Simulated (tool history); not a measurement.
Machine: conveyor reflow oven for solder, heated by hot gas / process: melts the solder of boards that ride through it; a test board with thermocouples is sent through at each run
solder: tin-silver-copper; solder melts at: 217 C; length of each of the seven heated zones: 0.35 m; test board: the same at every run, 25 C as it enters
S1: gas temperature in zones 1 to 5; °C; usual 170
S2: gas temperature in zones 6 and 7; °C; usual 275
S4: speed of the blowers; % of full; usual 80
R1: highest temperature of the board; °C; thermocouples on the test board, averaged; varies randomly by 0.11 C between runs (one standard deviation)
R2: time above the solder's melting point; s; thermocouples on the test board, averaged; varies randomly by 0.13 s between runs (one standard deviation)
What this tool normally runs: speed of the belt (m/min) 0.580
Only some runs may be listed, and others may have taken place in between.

Run 1, hour 0.0: usual settings. Result: R1 260.6 °C, R2 58.7 s.
Run 2, hour 23.5: usual settings. Result: R1 260.4 °C, R2 58.6 s.
Run 3, hour 36.1: usual settings. Result: R1 260.3 °C, R2 58.7 s.
Run 4, hour 49.3: usual settings. Result: R1 260.4 °C, R2 58.8 s.
At hour 63.6: flux residue cleaned out of gas plates and filters.
Run 5, hour 74.5: usual settings. Result: R1 261.7 °C, R2 59.5 s.
Run 6, hour 100.0: usual settings. Result: R1 261.7 °C, R2 59.5 s.
Run 7, hour 113.8: usual settings. Result: R1 261.7 °C, R2 59.6 s.
Run 8, hour 128.2: usual settings but S1 156 °C. Result: R1 259.7 °C, R2 54.6 s.
Run 9, hour 145.6: usual settings but S2 286 °C. Result: R1 271.1 °C, R2 63.9 s.
Run 10, hour 160.8: usual settings but S2 286 °C. Result: R1 271.3 °C, R2 63.8 s.
Run 11, hour 179.4: usual settings but S2 286 °C. Result: R1 271.3 °C, R2 63.9 s.
Run 12, hour 191.4: usual settings but S2 286 °C. Result: R1 271.3 °C, R2 63.9 s.
Run 13, hour 214.9: usual settings but speed of the belt (m/min) 0.635. Result: R1 258.6 °C, R2 52.4 s.
Run 14, hour 231.3: usual settings. Result: R1 261.2 °C, R2 59.5 s.
Run 15, hour 252.8: usual settings. Result: R1 261.1 °C, R2 59.1 s.
Run 16, hour 279.5: usual settings but S2 283 °C, speed of the belt (m/min) 0.545, S4 89 % of full. Result: R1 271.3 °C, R2 68.1 s.
Run 17, hour 301.9: usual settings but S1 158 °C, S2 276 °C, speed of the belt (m/min) 0.534, S4 59 % of full. Result: R1 259.1 °C, R2 59.1 s.

Run 18 is up next; what results do you expect?
Run 18, hour 327.0: usual settings but S1 157 °C, S2 276 °C, speed of the belt (m/min) 0.534, S4 59 % of full. Result: R1 ?, R2 ?.

Run 18 gave R1 258.6 °C, R2 58.7 s.
Minus the tool's unlogged condition, the same run would have read R1 258.7 °C, R2 58.2 s.
